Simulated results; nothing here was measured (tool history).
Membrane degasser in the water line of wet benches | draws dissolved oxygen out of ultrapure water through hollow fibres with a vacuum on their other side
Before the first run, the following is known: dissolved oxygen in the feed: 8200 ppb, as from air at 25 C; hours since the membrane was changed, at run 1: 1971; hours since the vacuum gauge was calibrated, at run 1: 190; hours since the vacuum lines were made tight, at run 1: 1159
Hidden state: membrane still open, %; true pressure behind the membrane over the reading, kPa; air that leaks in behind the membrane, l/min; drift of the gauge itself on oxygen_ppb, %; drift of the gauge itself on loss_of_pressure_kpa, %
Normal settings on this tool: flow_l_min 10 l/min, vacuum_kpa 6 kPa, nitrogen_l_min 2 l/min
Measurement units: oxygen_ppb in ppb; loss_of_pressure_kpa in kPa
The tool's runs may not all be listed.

run,hour,flow_l_min,vacuum_kpa,nitrogen_l_min,hours since the membrane was changed,hours since the vacuum gauge was calibrated,hours since the vacuum lines were made tight,oxygen_ppb,loss_of_pressure_kpa
1,0,10,6,2,1971,190,1159,38.7,48.75
2,86.5,12,6,2,2057,276,1246,50.7,58.69
3,262.6,12,6,2,2233,452,1422,51.3,58.83
4,413.4,12,6,2,2384,603,1573,51.4,59.1
5,554.8,7,6,2,2525,744,1714,25.4,34.27
6,681.5,10,6,1.68,2652,871,1841,45.5,48.92
7,829.7,10,6,1.68,2800,1019,1989,46.5,49.62
8,984.3,10,6,1.42,2955,1174,2144,54,49.01
9,1104.8,10,6,1.42,3075,1294,2264,53.7,49.09
10,1211.2,10,6,2,3182,1401,2371,39.6,49.45
11,1308.9,10,6,2,3279,1499,2468,39.9,49.55
12,1459.8,10,6,2,3430,1649,2619,40.1,49.46
13,1634.5,10,6,2,3605,1824,2794,39.9,49.31
14,1717.4,10,6,5.88,3688,1907,2877,17.3,49.63
15,1809.9,10,6,5.88,3780,2000,2969,17.3,49.38
16,1899.7,10,6,5.88,3870,2089,3059,17.4,49.68
17,2045.7,10,6,5.88,4016,2235,3205,17.1,49.51
18,2169.3,10,6,1.2,4140,2359,3329,63.4,49.41
19,2293.8,10,5.03,1.72,4264,2483,3453,32.5,49.39
20,2463.8,6,6,2,4434,2653,3623,23.9,29.72
# hour 2477.7: vacuum gauge calibrated
21,2550.4,6,6,2,4520,73,3709,24,29.68
22,2679,6,6,2.37,4649,201,3838,20.9,29.73
23,2805.6,6,7.53,2,4776,328,3964,35.1,29.93
24,2954.8,15,12.62,4.35,4925,477,4114,107,74.25
25,3041.1,15,12.62,4.35,5011,563,4200,107.2,74.57
26,3182.6,11,6,2.58,5153,705,4341,39,54.7
27,3261.4,14,4.08,4.08,5231,784,4420,28.9,69.64
# hour 3308.9: vacuum gauge calibrated, once more
28,3377.1,6,10.13,5.07,5347,68,4535,21.8,29.85
29,3525.1,6,10.13,5.07,5495,216,4683,21.6,29.59
30,3626.7,10,10.25,3.3,5596,318,4785,60.1,49.57

Branching from run 30: 5 alternative next runs. What would each branch give?
A,3739.4,10,13.1,1.46,5709,430,4898,?,?
B,3739.4,11,10.25,0.98,5709,430,4898,?,?
C,3739.4,10,6,1.16,5709,430,4898,?,?
D,3739.4,6,3.92,2.26,5709,430,4898,?,?
E,3739.4,9,4.54,3.3,5709,430,4898,?,?

run,oxygen_ppb,loss_of_pressure_kpa
A,171.8,49.99
B,191.1,54.95
C,64.1,50.06
D,5.4,29.77
E,12.6,44.69
Had the tool no hidden state, the same runs would have come out as:
run,oxygen_ppb,loss_of_pressure_kpa
A,165.9,48.73
B,185.1,53.57
C,60.9,48.81
D,4.7,29.02
E,11.5,43.57
